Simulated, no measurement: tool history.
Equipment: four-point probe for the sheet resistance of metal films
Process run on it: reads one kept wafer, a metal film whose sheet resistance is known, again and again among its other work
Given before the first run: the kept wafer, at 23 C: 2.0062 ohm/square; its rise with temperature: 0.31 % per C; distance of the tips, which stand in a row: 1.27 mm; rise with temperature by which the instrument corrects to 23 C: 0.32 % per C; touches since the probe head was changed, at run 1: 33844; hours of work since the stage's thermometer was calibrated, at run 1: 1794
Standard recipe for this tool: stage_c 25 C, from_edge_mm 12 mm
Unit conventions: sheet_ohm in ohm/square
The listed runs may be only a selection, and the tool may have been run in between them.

run,hour,stage_c,from_edge_mm,touches since the probe head was changed,hours of work since the stage's thermometer was calibrated,sheet_ohm
1,0.0,25,12,33844,1794,2.008831
2,19.0,31,12,34748,1808,2.008088
3,34.9,19,12,35499,1820,2.010218
# hour 42.3: stage's thermometer calibrated
4,53.3,19,12,36353,8,2.009412
5,64.6,19,12,36890,17,2.008817
6,79.4,19,12,37591,28,2.008979
7,100.7,25,9,38603,45,2.017005
8,122.5,25,9,39641,61,2.017406
9,137.9,25,8,40370,73,2.023526
10,148.9,26,12,40894,81,2.007006
11,168.0,26,12,41803,96,2.007102
# hour 171.1: stage's thermometer calibrated, once more
12,188.0,26,12,42730,13,2.009901
13,197.6,26,12,43183,20,2.009539
14,216.2,26,12,44067,34,2.009381
15,234.9,25,12,44955,49,2.009671
16,245.8,25,12,45473,57,2.009379
17,257.6,25,12,46035,66,2.010128
18,268.2,25,12,46538,74,2.008706
19,284.6,25,12,47317,87,2.009801
20,302.9,25,12,48189,101,2.008831
21,318.9,25,35,48950,113,1.998081
22,332.5,25,12,49594,123,2.009486
23,344.9,21,60,50184,133,1.998373
24,357.1,21,60,50764,142,1.998421
25,366.1,32,14,51190,149,2.004865
26,382.4,27,6,51963,161,2.043237
27,401.0,25,67,52849,175,1.997065
28,414.8,22,50,53502,186,1.997971
29,433.3,22,50,54386,200,1.997459
30,442.4,22,15,54816,207,2.004960
31,458.0,24,15,55556,219,2.004210
32,473.8,26,3,56308,231,2.170183
33,490.9,28,10,57121,244,2.013370
34,503.5,28,10,57718,254,2.012668
35,518.8,28,10,58446,265,2.012961
36,530.1,27,66,58985,274,1.995637
37,551.0,20,66,59978,290,1.997555
38,561.9,24,12,60496,298,2.008629
39,579.1,33,12,61311,311,2.006524
40,588.5,33,12,61759,318,2.006462
41,601.0,28,5,62350,328,2.061979
42,612.1,22,5,62881,337,2.063768
43,623.9,23,4,63441,346,2.098859
44,644.9,24,25,64438,362,1.998170

Consider 3 possible next runs. They are alternatives, not a sequence: every one starts from the tool as it was left by run 44. What does each give?
A,659.1,19,14,65112,372,?
B,659.1,30,4,65112,372,?
C,659.1,23,28,65112,372,?

run,sheet_ohm
A,2.006537
B,2.097761
C,1.998205
Had the tool no hidden state, the same runs would have come out as:
run,sheet_ohm
A,2.016803
B,2.108451
C,2.008431
